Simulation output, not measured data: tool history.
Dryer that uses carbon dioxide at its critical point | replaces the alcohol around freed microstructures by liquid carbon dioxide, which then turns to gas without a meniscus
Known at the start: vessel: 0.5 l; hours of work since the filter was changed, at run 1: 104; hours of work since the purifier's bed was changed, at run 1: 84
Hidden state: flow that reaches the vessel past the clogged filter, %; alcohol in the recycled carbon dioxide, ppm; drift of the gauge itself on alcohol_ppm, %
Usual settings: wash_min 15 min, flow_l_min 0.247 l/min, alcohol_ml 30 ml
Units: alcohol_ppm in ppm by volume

run   hour  wash_min  flow_l_min  alcohol_ml  hours of work since the filter was changed  hours of work since the purifier's bed was changed  alcohol_ppm
  1      0        15       0.247          30                                         104                                                  84          202
  2   15.5        15       0.247          30                                         111                                                  91          222
  3   30.5        15       0.247          30                                         118                                                  98          230
  4   40.3        15       0.247          30                                         122                                                 102          225
  5   48.5        15       0.247          30                                         126                                                 105          237
  6   60.1        15       0.247          30                                         131                                                 110          231
  7   67.8        15       0.247          80                                         134                                                 114          615
  8   82.2        15       0.247          80                                         140                                                 120          611
  9     90        15       0.247          30                                         144                                                 123          266
 10  105.5        15       0.247          30                                         150                                                 130          264
 11  118.1         9       0.247          30                                         156                                                 136         2198
 12  128.1        12       0.247          70                                         160                                                 140         1713
     131.2  -- inlet filter changed
 13  142.9        11       0.166          56                                           5                                                 146         5341
 14  150.3        12       0.306          64                                           8                                                 149          292
 15  167.1        21       0.275          22                                          16                                                 156           36
 16  177.3        14       0.275          82                                          20                                                 161          297
 17  192.2        23       0.173          50                                          26                                                 167          185
 18  205.1        23       0.173          50                                          32                                                 173          202
 19  218.1        15       0.231          42                                          38                                                 179          326
 20  234.6        10       0.222         115                                          45                                                 186         6080
 21  248.3        18       0.331          37                                          51                                                 192           52
 22  258.2        20       0.217          37                                          55                                                 196          108

Forecast each of these 4 alternatives for the next run:
  A  270.4        20       0.309          37                                          60                                                 201            ?
  B  270.4        21       0.187          94                                          60                                                 201            ?
  C  270.4        14       0.162          69                                          60                                                 201            ?
  D  270.4        20       0.369          37                                          60                                                 201            ?

run  alcohol_ppm
  A           50
  B          398
  C         3732
  D           57
Without the tool's hidden state the same runs would have given:
run  alcohol_ppm
  A            4
  B          262
  C         3094
  D           12
